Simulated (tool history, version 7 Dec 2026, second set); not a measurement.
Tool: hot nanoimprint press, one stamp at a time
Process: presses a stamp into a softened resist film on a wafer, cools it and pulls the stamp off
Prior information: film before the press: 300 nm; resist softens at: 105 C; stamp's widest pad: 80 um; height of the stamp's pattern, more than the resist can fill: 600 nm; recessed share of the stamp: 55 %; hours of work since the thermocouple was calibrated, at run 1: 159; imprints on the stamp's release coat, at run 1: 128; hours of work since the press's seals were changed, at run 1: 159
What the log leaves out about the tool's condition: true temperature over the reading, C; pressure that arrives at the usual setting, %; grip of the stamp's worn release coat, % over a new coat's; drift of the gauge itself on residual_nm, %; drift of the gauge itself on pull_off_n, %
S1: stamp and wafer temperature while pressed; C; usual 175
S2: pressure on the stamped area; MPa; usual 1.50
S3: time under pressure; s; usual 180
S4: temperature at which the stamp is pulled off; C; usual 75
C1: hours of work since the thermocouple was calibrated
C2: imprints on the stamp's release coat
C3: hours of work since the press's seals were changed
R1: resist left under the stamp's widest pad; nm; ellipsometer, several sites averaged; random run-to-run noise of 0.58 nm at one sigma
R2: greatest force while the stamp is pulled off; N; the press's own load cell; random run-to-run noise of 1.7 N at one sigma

run	hour	S1	S2	S3	S4	C1	C2	C3	R1	R2
1	0.0	175	1.50	180	75	159	128	159	153.3	188
2	37.8	175	1.50	180	75	187	240	187	153.0	192
3	86.8	175	1.92	180	75	223	384	223	137.4	190
4	123.2	175	1.92	180	75	250	491	250	137.9	198
5	154.0	175	1.50	180	75	273	582	273	152.6	198
6	186.7	175	1.50	180	75	298	678	298	150.3	197
7	233.3	175	1.50	180	75	332	816	332	151.3	199
8	260.5	175	1.50	180	75	353	896	353	150.4	200
9	285.1	165	1.50	180	75	371	968	371	195.4	200
10	326.0	165	1.50	180	75	401	1089	401	196.3	202
11	368.5	165	1.50	180	75	433	1214	433	195.7	202
# hour 376.3: plate thermocouple calibrated
# hour 390.5: stamp cleaned and given a new release coat
12	414.0	186	1.50	180	75	24	69	460	107.9	182
13	451.6	186	1.50	180	75	52	180	488	107.7	185
14	473.0	179	1.50	180	75	68	243	504	130.8	186
15	501.6	179	1.50	180	75	89	327	525	130.1	185
16	544.9	175	1.50	178	61	121	455	558	146.3	241
17	572.2	175	1.50	339	61	141	535	578	113.3	242
18	598.7	175	1.50	339	61	161	613	598	113.7	240
19	628.6	169	1.56	180	76	183	701	620	167.8	186
20	660.4	169	1.56	180	76	207	795	644	168.3	188
# hour 669.2: plate thermocouple calibrated, once more
21	687.1	171	0.92	180	76	13	865	661	205.0	203
22	709.4	178	1.35	350	76	30	931	678	116.5	201
23	732.2	174	1.50	180	75	47	998	695	159.1	205
24	761.7	178	1.93	139	73	69	1085	717	140.2	218
25	802.0	169	1.50	180	79	99	1203	747	180.9	192
# hour 824.1: stamp cleaned and given a new release coat
26	851.8	169	1.50	180	79	131	81	779	181.3	174
27	875.3	166	2.09	153	65	149	150	797	181.7	226
28	926.5	175	1.50	103	75	187	301	835	182.9	189
29	968.2	175	1.50	101	75	218	424	866	183.9	189

Forecast each of these 3 alternatives for the next run:
A	998.1	175	1.36	101	75	240	512	888	?	?
B	998.1	175	1.50	101	71	240	512	888	?	?
C	998.1	167	1.19	245	75	240	512	888	?	?

run	R1	R2
A	191.3	192
B	184.5	207
C	187.5	193
With no hidden state in the tool, these same runs would have given:
run	R1	R2
A	193.9	187
B	187.0	202
C	190.9	188

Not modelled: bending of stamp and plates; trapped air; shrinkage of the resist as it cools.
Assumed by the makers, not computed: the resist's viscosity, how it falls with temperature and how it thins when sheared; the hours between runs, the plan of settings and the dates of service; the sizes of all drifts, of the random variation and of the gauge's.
